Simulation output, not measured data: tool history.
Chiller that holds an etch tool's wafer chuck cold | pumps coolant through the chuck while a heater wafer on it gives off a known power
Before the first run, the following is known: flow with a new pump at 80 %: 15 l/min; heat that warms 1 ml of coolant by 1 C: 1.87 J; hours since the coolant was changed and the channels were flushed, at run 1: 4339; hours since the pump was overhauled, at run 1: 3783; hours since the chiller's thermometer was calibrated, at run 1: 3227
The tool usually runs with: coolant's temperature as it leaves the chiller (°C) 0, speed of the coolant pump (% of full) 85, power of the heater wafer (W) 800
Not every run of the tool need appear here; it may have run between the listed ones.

| run | hour | coolant's temperature as it leaves the chiller (°C) | speed of the coolant pump (% of full) | power of the heater wafer (W) | hours since the coolant was changed and the channels were flushed | hours since the pump was overhauled | hours since the chiller's thermometer was calibrated | chuck's temperature once it has settled (°C) | how much warmer the coolant comes back (C) |
|---|---|---|---|---|---|---|---|---|---|
| 1 | 0.0 | 0 | 85 | 800 | 4339 | 3783 | 3227 | 7.9 | 1.77 |
|  | 116.3 | coolant changed, channels flushed |
| 2 | 116.3 | 0 | 85 | 800 | 0 | 3893 | 3338 | 7.3 | 1.78 |
| 3 | 315.0 | 0 | 69 | 800 | 199 | 4092 | 3536 | 8.4 | 2.18 |
| 4 | 506.6 | 0 | 69 | 800 | 390 | 4284 | 3728 | 8.4 | 2.22 |
| 5 | 627.1 | 0 | 99 | 800 | 511 | 4404 | 3848 | 6.7 | 1.52 |
| 6 | 790.8 | 0 | 99 | 800 | 674 | 4568 | 4012 | 7.0 | 1.49 |
| 7 | 896.3 | 0 | 85 | 800 | 780 | 4673 | 4118 | 7.7 | 1.83 |
| 8 | 1062.4 | 0 | 85 | 800 | 946 | 4839 | 4284 | 7.6 | 1.83 |
|  | 1156.6 | coolant pump overhauled |
| 9 | 1248.9 | 0 | 85 | 800 | 1128 | 92 | 4465 | 7.1 | 1.62 |
| 10 | 1422.1 | 0 | 85 | 800 | 1301 | 265 | 4638 | 7.2 | 1.63 |
| 11 | 1508.5 | 0 | 94 | 800 | 1387 | 352 | 4725 | 7.0 | 1.40 |
| 12 | 1654.8 | 0 | 94 | 800 | 1533 | 498 | 4871 | 6.7 | 1.42 |
| 13 | 1738.2 | -6 | 85 | 800 | 1617 | 582 | 4954 | 1.4 | 1.65 |
| 14 | 1908.3 | -6 | 85 | 800 | 1787 | 752 | 5125 | 1.5 | 1.61 |
| 15 | 2073.5 | 0 | 85 | 800 | 1952 | 917 | 5290 | 7.4 | 1.67 |
| 16 | 2185.0 | -7 | 85 | 800 | 2064 | 1028 | 5401 | 0.7 | 1.62 |
|  | 2238.8 | chiller's thermometer calibrated |
| 17 | 2376.9 | 0 | 85 | 426 | 2255 | 1219 | 138 | 3.4 | 0.86 |
| 18 | 2547.6 | -2 | 76 | 426 | 2425 | 1390 | 309 | 2.0 | 0.99 |
| 19 | 2675.0 | -10 | 90 | 457 | 2553 | 1517 | 436 | -6.4 | 0.92 |
| 20 | 2880.5 | 6 | 74 | 591 | 2758 | 1723 | 642 | 11.5 | 1.41 |
| 21 | 2983.2 | 6 | 74 | 591 | 2861 | 1826 | 744 | 11.4 | 1.43 |
| 22 | 3165.1 | -10 | 72 | 514 | 3043 | 2007 | 926 | -4.8 | 1.24 |
| 23 | 3330.4 | -8 | 62 | 998 | 3208 | 2173 | 1092 | 2.9 | 2.93 |
| 24 | 3516.9 | 0 | 86 | 789 | 3395 | 2359 | 1278 | 6.9 | 1.67 |
| 25 | 3600.7 | 1 | 83 | 569 | 3478 | 2443 | 1362 | 6.2 | 1.29 |
| 26 | 3764.0 | 1 | 83 | 569 | 3642 | 2606 | 1525 | 6.2 | 1.25 |
| 27 | 3900.9 | -9 | 68 | 431 | 3779 | 2743 | 1662 | -4.3 | 1.13 |
| 28 | 4026.0 | 2 | 68 | 798 | 3904 | 2868 | 1787 | 10.5 | 2.13 |
| 29 | 4213.0 | -4 | 75 | 436 | 4091 | 3055 | 1974 | 0.6 | 1.04 |
| 30 | 4299.7 | -10 | 92 | 720 | 4177 | 3142 | 2061 | -3.7 | 1.42 |
| 31 | 4431.3 | -10 | 92 | 720 | 4309 | 3274 | 2193 | -3.7 | 1.45 |

Take each entry between the runs: how does the hidden state at the last listed run before it differ from the hidden state at the first listed run after it?
Logged between run 1 and run 2: coolant changed, channels flushed (hour 116.3)
  heat passed by the chuck's channels, % of clean ones': 89.5 -> 99.5; flow at a given pump speed, % of a new pump's: 91.1 -> 90.8; coolant's true temperature over the reading, C: 0.71 -> 0.73
  what was measured, less what the result would be without the hidden state, chuck's temperature once it has settled (°C): +1.8 -> +1.2; how much warmer the coolant comes back (C): +0.16 -> +0.16
Logged between run 8 and run 9: coolant pump overhauled (hour 1156.6)
  heat passed by the chuck's channels, % of clean ones': 97.1 -> 96.7; flow at a given pump speed, % of a new pump's: 88.4 -> 100.7; coolant's true temperature over the reading, C: 0.93 -> 0.97
  what was measured, less what the result would be without the hidden state, chuck's temperature once it has settled (°C): +1.7 -> +1.1; how much warmer the coolant comes back (C): +0.21 -> -0.01
Logged between run 16 and run 17: chiller's thermometer calibrated (hour 2238.8)
  heat passed by the chuck's channels, % of clean ones': 94.4 -> 94; flow at a given pump speed, % of a new pump's: 98.3 -> 97.8; coolant's true temperature over the reading, C: 1.17 -> 0
  what was measured, less what the result would be without the hidden state, chuck's temperature once it has settled (°C): +1.6 -> +0.2; how much warmer the coolant comes back (C): +0.03 -> +0.01
